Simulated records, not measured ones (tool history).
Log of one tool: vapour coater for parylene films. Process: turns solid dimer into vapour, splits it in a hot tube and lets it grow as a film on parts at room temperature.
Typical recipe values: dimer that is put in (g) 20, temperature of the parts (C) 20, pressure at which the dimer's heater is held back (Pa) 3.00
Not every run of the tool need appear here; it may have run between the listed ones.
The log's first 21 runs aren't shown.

run,hour,dimer that is put in (g),temperature of the parts (C),pressure at which the dimer's heater is held back (Pa),thickness of the film (µm)
22,447.0,8,14,3.75,2.55
23,469.0,12,14,3.75,3.78
# hour 478.8: trap's valve overhauled, once more
24,495.9,12,14,3.75,4.48
25,507.7,33,20,3.00,10.51
26,523.5,33,20,3.00,10.38
27,535.4,22,25,8.39,5.11
28,557.4,22,25,8.39,5.06
29,583.0,22,25,2.26,6.09
30,610.3,24,23,3.00,6.69
31,627.8,11,13,2.89,4.36
32,641.6,17,29,4.44,3.73
33,665.7,20,22,3.00,5.75
34,685.6,23,24,4.21,5.89
35,697.0,8,24,4.21,2.05
36,712.9,8,24,4.21,2.02
37,726.9,8,24,4.21,2.04
38,744.5,12,17,5.86,3.63
39,763.2,20,20,3.36,5.89
40,779.3,35,20,3.00,10.53

Each row is a separate what-if for the run after 40, all from the same tool condition, not one after another. Results?
A,804.4,32,23,6.34,?
B,804.4,13,21,3.82,?
C,804.4,20,24,4.77,?
D,804.4,35,25,3.00,?
E,804.4,10,21,6.54,?

run,thickness of the film (µm)
A,7.80
B,3.65
C,4.90
D,8.85
E,2.61
With no hidden state in the tool, these same runs would have given:
run,thickness of the film (µm)
A,8.42
B,3.94
C,5.29
D,9.56
E,2.82
